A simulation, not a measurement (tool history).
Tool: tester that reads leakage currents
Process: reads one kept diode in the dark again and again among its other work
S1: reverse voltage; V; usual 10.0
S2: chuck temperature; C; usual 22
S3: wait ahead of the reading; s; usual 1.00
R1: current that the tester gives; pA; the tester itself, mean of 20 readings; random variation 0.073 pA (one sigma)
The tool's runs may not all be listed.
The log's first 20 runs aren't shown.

| run | hour | S1 | S2 | S3 | R1 |
|---|---|---|---|---|---|
| 21 | 2044.6 | 5.8 | 22 | 1.00 | 26.82 |
| 22 | 2157.6 | 1.2 | 22 | 1.00 | 9.11 |
| 23 | 2273.4 | 1.2 | 22 | 1.00 | 9.07 |
| 24 | 2344.1 | 2.3 | 23 | 0.50 | 15.13 |
| 25 | 2436.3 | 4.3 | 51 | 2.10 | 112.43 |
| 26 | 2544.7 | 4.3 | 51 | 2.26 | 112.89 |
| 27 | 2666.7 | 1.5 | 45 | 2.26 | 44.30 |
| 28 | 2790.9 | 2.1 | 34 | 9.62 | 26.69 |
| 29 | 2850.5 | 15.2 | 46 | 9.62 | 172.47 |
| 30 | 2982.3 | 10.0 | 57 | 1.00 | 260.98 |
| 31 | 3042.7 | 3.0 | 21 | 6.98 | 16.91 |
|  | 3124.7 | probe card cleaned and baked |
| 32 | 3151.9 | 3.0 | 21 | 6.98 | 9.38 |
| 33 | 3269.0 | 3.0 | 21 | 6.98 | 9.57 |
| 34 | 3379.9 | 3.0 | 21 | 6.98 | 9.69 |
| 35 | 3482.9 | 3.0 | 21 | 6.98 | 9.89 |
| 36 | 3569.2 | 1.8 | 22 | 1.00 | 8.53 |
| 37 | 3652.1 | 1.8 | 22 | 1.00 | 8.63 |
| 38 | 3781.1 | 5.7 | 22 | 0.33 | 18.43 |
| 39 | 3873.7 | 7.7 | 22 | 1.00 | 19.90 |
| 40 | 3957.5 | 2.8 | 22 | 2.16 | 11.19 |
| 41 | 4079.0 | 1.4 | 32 | 0.35 | 17.09 |

Forecast each of these 3 alternatives for the next run:
| A | 4140.1 | 7.7 | 22 | 1.57 | ? |
| B | 4140.1 | 10.0 | 25 | 1.00 | ? |
| C | 4140.1 | 2.1 | 23 | 8.53 | ? |

| run | R1 |
|---|---|
| A | 20.60 |
| B | 29.73 |
| C | 10.43 |
Without the tool's hidden state the same runs would have given:
| run | R1 |
|---|---|
| A | 15.07 |
| B | 22.30 |
| C | 8.25 |

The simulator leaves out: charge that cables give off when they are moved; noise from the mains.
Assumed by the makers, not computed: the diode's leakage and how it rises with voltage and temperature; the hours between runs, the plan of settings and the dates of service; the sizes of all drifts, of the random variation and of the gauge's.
